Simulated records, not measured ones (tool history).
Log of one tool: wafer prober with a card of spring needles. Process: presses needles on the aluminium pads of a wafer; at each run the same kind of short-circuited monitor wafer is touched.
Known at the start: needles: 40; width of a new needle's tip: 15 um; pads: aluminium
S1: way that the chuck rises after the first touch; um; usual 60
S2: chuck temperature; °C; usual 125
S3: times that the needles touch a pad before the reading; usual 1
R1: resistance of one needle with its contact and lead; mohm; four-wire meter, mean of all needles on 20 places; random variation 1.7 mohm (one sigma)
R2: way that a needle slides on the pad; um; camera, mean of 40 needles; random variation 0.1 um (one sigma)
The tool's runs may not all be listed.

run,hour,S1,S2,S3,R1,R2
1,0,60,125,1,193,9.01
2,54.5,60,125,1,187,8.77
3,80.3,60,125,1,218,8.79
4,130.5,50,125,1,249,7.2
5,185.1,50,71,1,192,6.84
6,231.3,50,71,1,184,6.92
7,273.3,50,125,1,199,6.71
8,324.9,50,125,1,213,7.4
9,371.9,50,125,3,192,7.17
10,404,50,125,3,205,7.49
11,448,50,125,3,227,7.16
12,481.1,50,125,3,204,6.9
13,526.6,61,125,2,217,8.67
14,553.9,61,125,2,196,8.72
15,585.8,58,125,1,199,7.88
16,619.6,60,125,2,191,8.32
17,652.1,79,36,2,164,11.06
18,705.2,40,36,2,262,5.8
19,757,40,36,2,211,5.82
20,799.6,77,120,1,214,11.23
21,829.8,66,86,2,219,9.59
22,871.9,66,31,1,180,9.49
23,925.4,66,31,1,256,9.22

Not shown: 116 entries that the log had between the listed runs. Between which runs, and how does the tool's hidden state differ before and after?
Between runs 1 and 2: tips cleaned on abrasive film (hour 7.5); tips cleaned on abrasive film (hour 15); tips cleaned on abrasive film (hour 22.5); tips cleaned on abrasive film (hour 29.9); tips cleaned on abrasive film (hour 39.3); tips cleaned on abrasive film (hour 46.7); tips cleaned on abrasive film (hour 54.5)
  debris on the tips, nm: 21.6 -> 11.1; way that the needles fall short of the set height, um: 1.13 -> 1.94; tips' diameter, um: 19.16 -> 19.45
  measured less the result without the state, R1: +16 -> +11 mohm; R2: -0.17 -> -0.29 um
Between runs 2 and 3: tips cleaned on abrasive film (hour 62); tips cleaned on abrasive film (hour 69.5); tips cleaned on abrasive film (hour 77)
  debris on the tips, nm: 11.1 -> 59.7; way that the needles fall short of the set height, um: 1.94 -> 2.25; tips' diameter, um: 19.45 -> 19.55
  measured less the result without the state, R1: +11 -> +41 mohm; R2: -0.29 -> -0.34 um
Between runs 3 and 4: tips cleaned on abrasive film (hour 85.9); tips cleaned on abrasive film (hour 93.4); tips cleaned on abrasive film (hour 102.7); tips cleaned on abrasive film (hour 110.2); tips cleaned on abrasive film (hour 117.7); tips cleaned on abrasive film (hour 127)
  debris on the tips, nm: 59.7 -> 73; way that the needles fall short of the set height, um: 2.25 -> 2.98; tips' diameter, um: 19.55 -> 19.81
  measured less the result without the state, R1: +41 -> +71 mohm; R2: -0.34 -> -0.45 um
Between runs 4 and 5: tips cleaned on abrasive film (hour 136.2); tips cleaned on abrasive film (hour 143.6); tips cleaned on abrasive film (hour 151.1); tips cleaned on abrasive film (hour 160.5); tips cleaned on abrasive film (hour 169.8); tips cleaned on abrasive film (hour 177.3); tips cleaned on abrasive film (hour 184.7)
  debris on the tips, nm: 73 -> 14.5; way that the needles fall short of the set height, um: 2.98 -> 3.66; tips' diameter, um: 19.81 -> 20.05
  measured less the result without the state, R1: +71 -> +22 mohm; R2: -0.45 -> -0.54 um
Between runs 5 and 6: tips cleaned on abrasive film (hour 192.5); tips cleaned on abrasive film (hour 200); tips cleaned on abrasive film (hour 207.5); tips cleaned on abrasive film (hour 215); tips cleaned on abrasive film (hour 222.5); tips cleaned on abrasive film (hour 231.3)
  debris on the tips, nm: 14.5 -> 8.2; way that the needles fall short of the set height, um: 3.66 -> 4.39; tips' diameter, um: 20.05 -> 20.3
  measured less the result without the state, R1: +22 -> +17 mohm; R2: -0.54 -> -0.66 um
Between runs 6 and 7: tips cleaned on abrasive film (hour 238.8); tips cleaned on abrasive film (hour 246.3); tips cleaned on abrasive film (hour 255.6); tips cleaned on abrasive film (hour 264.9); tips cleaned on abrasive film (hour 273.3)
  debris on the tips, nm: 8.2 -> 6.1; way that the needles fall short of the set height, um: 4.39 -> 5; tips' diameter, um: 20.3 -> 20.51
  measured less the result without the state, R1: +17 -> +16 mohm; R2: -0.66 -> -0.73 um
Between runs 7 and 8: tips cleaned on abrasive film (hour 282.7); tips cleaned on abrasive film (hour 290.2); tips cleaned on abrasive film (hour 297.6); height of the first contact set anew (hour 297.9); tips cleaned on abrasive film (hour 307.3); tips cleaned on abrasive film (hour 316.6); tips cleaned on abrasive film (hour 324.1)
  debris on the tips, nm: 6.1 -> 30.4; way that the needles fall short of the set height, um: 5 -> 0.38; tips' diameter, um: 20.51 -> 20.79
  measured less the result without the state, R1: +16 -> +34 mohm; R2: -0.73 -> -0.06 um
Between runs 8 and 9: tips cleaned on abrasive film (hour 332.4); tips cleaned on abrasive film (hour 339.9); tips cleaned on abrasive film (hour 347.4); tips cleaned on abrasive film (hour 354.9); tips cleaned on abrasive film (hour 362.4); tips cleaned on abrasive film (hour 371.7)
  debris on the tips, nm: 30.4 -> 20.4; way that the needles fall short of the set height, um: 0.38 -> 1.07; tips' diameter, um: 20.79 -> 21.03
  measured less the result without the state, R1: +34 -> +15 mohm; R2: -0.06 -> -0.16 um
Between runs 9 and 10: tips cleaned on abrasive film (hour 379.4); tips cleaned on abrasive film (hour 386.9); tips cleaned on abrasive film (hour 394.4); tips cleaned on abrasive film (hour 401.9)
  debris on the tips, nm: 20.4 -> 46.1; way that the needles fall short of the set height, um: 1.07 -> 1.5; tips' diameter, um: 21.03 -> 21.19
  measured less the result without the state, R1: +15 -> +24 mohm; R2: -0.16 -> -0.23 um
Between runs 10 and 11: tips cleaned on abrasive film (hour 409.7); tips cleaned on abrasive film (hour 419); tips cleaned on abrasive film (hour 426.5); tips cleaned on abrasive film (hour 434); tips cleaned on abrasive film (hour 441.5)
  debris on the tips, nm: 46.1 -> 100.3; way that the needles fall short of the set height, um: 1.5 -> 2.11; tips' diameter, um: 21.19 -> 21.4
  measured less the result without the state, R1: +24 -> +46 mohm; R2: -0.23 -> -0.31 um
Between runs 11 and 12: tips cleaned on abrasive film (hour 450); tips cleaned on abrasive film (hour 457.5); tips cleaned on abrasive film (hour 465); tips cleaned on abrasive film (hour 472.4); tips cleaned on abrasive film (hour 479.9)
  debris on the tips, nm: 100.3 -> 33.2; way that the needles fall short of the set height, um: 2.11 -> 2.68; tips' diameter, um: 21.4 -> 21.6
  measured less the result without the state, R1: +46 -> +22 mohm; R2: -0.31 -> -0.4 um
Between runs 12 and 13: tips cleaned on abrasive film (hour 488.6); tips cleaned on abrasive film (hour 497.9); tips cleaned on abrasive film (hour 507.2); tips cleaned on abrasive film (hour 514.7); tips cleaned on abrasive film (hour 522.2)
  debris on the tips, nm: 33.2 -> 83.9; way that the needles fall short of the set height, um: 2.68 -> 3.22; tips' diameter, um: 21.6 -> 21.79
  measured less the result without the state, R1: +22 -> +43 mohm; R2: -0.4 -> -0.49 um
Between runs 13 and 14: tips cleaned on abrasive film (hour 530.4); tips cleaned on abrasive film (hour 537.9); tips cleaned on abrasive film (hour 545.4); tips cleaned on abrasive film (hour 552.9)
  debris on the tips, nm: 83.9 -> 22.7; way that the needles fall short of the set height, um: 3.22 -> 3.61; tips' diameter, um: 21.79 -> 21.92
  measured less the result without the state, R1: +43 -> +18 mohm; R2: -0.49 -> -0.54 um
Between runs 14 and 15: tips cleaned on abrasive film (hour 561.4); tips cleaned on abrasive film (hour 570.7); tips cleaned on abrasive film (hour 578.2); tips cleaned on abrasive film (hour 585.7)
  debris on the tips, nm: 22.7 -> 10.8; way that the needles fall short of the set height, um: 3.61 -> 4.11; tips' diameter, um: 21.92 -> 22.1
  measured less the result without the state, R1: +18 -> +19 mohm; R2: -0.54 -> -0.61 um
Between runs 15 and 16: tips cleaned on abrasive film (hour 593.2); tips cleaned on abrasive film (hour 602.6); tips cleaned on abrasive film (hour 611.9); tips cleaned on abrasive film (hour 619.6)
  debris on the tips, nm: 10.8 -> 11; way that the needles fall short of the set height, um: 4.11 -> 4.58; tips' diameter, um: 22.1 -> 22.26
  measured less the result without the state, R1: +19 -> +15 mohm; R2: -0.61 -> -0.69 um
Between runs 16 and 17: tips cleaned on abrasive film (hour 628.9); tips cleaned on abrasive film (hour 636.4); tips cleaned on abrasive film (hour 643.9); tips cleaned on abrasive film (hour 652.1)
  debris on the tips, nm: 11 -> 6.9; way that the needles fall short of the set height, um: 4.58 -> 5.04; tips' diameter, um: 22.26 -> 22.42
  measured less the result without the state, R1: +15 -> +8 mohm; R2: -0.69 -> -0.76 um
Between runs 17 and 18: tips cleaned on abrasive film (hour 661.4); tips cleaned on abrasive film (hour 668.9); tips cleaned on abrasive film (hour 676.4); height of the first contact set anew (hour 682.2); tips cleaned on abrasive film (hour 684.2); tips cleaned on abrasive film (hour 691.6); tips cleaned on abrasive film (hour 701)
  debris on the tips, nm: 6.9 -> 83.6; way that the needles fall short of the set height, um: 5.04 -> 0.31; tips' diameter, um: 22.42 -> 22.65
  measured less the result without the state, R1: +8 -> +98 mohm; R2: -0.76 -> -0.04 um
Between runs 18 and 19: tips cleaned on abrasive film (hour 709); tips cleaned on abrasive film (hour 716.4); tips cleaned on abrasive film (hour 723.9); tips cleaned on abrasive film (hour 731.4); tips cleaned on abrasive film (hour 738.9); tips cleaned on abrasive film (hour 748.2); tips cleaned on abrasive film (hour 755.7)
  debris on the tips, nm: 83.6 -> 29.7; way that the needles fall short of the set height, um: 0.31 -> 1.02; tips' diameter, um: 22.65 -> 22.9
  measured less the result without the state, R1: +98 -> +44 mohm; R2: -0.04 -> -0.15 um
Between runs 19 and 20: tips cleaned on abrasive film (hour 764.5); tips cleaned on abrasive film (hour 772); tips cleaned on abrasive film (hour 779.5); tips cleaned on abrasive film (hour 788.8); tips cleaned on abrasive film (hour 796.3)
  debris on the tips, nm: 29.7 -> 70.2; way that the needles fall short of the set height, um: 1.02 -> 1.57; tips' diameter, um: 22.9 -> 23.09
  measured less the result without the state, R1: +44 -> +41 mohm; R2: -0.15 -> -0.23 um
Between runs 20 and 21: tips cleaned on abrasive film (hour 805.3); tips cleaned on abrasive film (hour 814.6); tips cleaned on abrasive film (hour 823.9)
  debris on the tips, nm: 70.2 -> 91.8; way that the needles fall short of the set height, um: 1.57 -> 1.89; tips' diameter, um: 23.09 -> 23.2
  measured less the result without the state, R1: +41 -> +47 mohm; R2: -0.23 -> -0.28 um
Between runs 21 and 22: tips cleaned on abrasive film (hour 831.8); tips cleaned on abrasive film (hour 839.3); tips cleaned on abrasive film (hour 846.7); tips cleaned on abrasive film (hour 856.1); tips cleaned on abrasive film (hour 863.5); tips cleaned on abrasive film (hour 871)
  debris on the tips, nm: 91.8 -> 20; way that the needles fall short of the set height, um: 1.89 -> 2.55; tips' diameter, um: 23.2 -> 23.43
  measured less the result without the state, R1: +47 -> +22 mohm; R2: -0.28 -> -0.38 um
Between runs 22 and 23: tips cleaned on abrasive film (hour 879.3); tips cleaned on abrasive film (hour 886.8); tips cleaned on abrasive film (hour 894.3); tips cleaned on abrasive film (hour 901.8); tips cleaned on abrasive film (hour 911.1); tips cleaned on abrasive film (hour 918.6)
  debris on the tips, nm: 20 -> 106.9; way that the needles fall short of the set height, um: 2.55 -> 3.2; tips' diameter, um: 23.43 -> 23.66
  measured less the result without the state, R1: +22 -> +96 mohm; R2: -0.38 -> -0.47 um
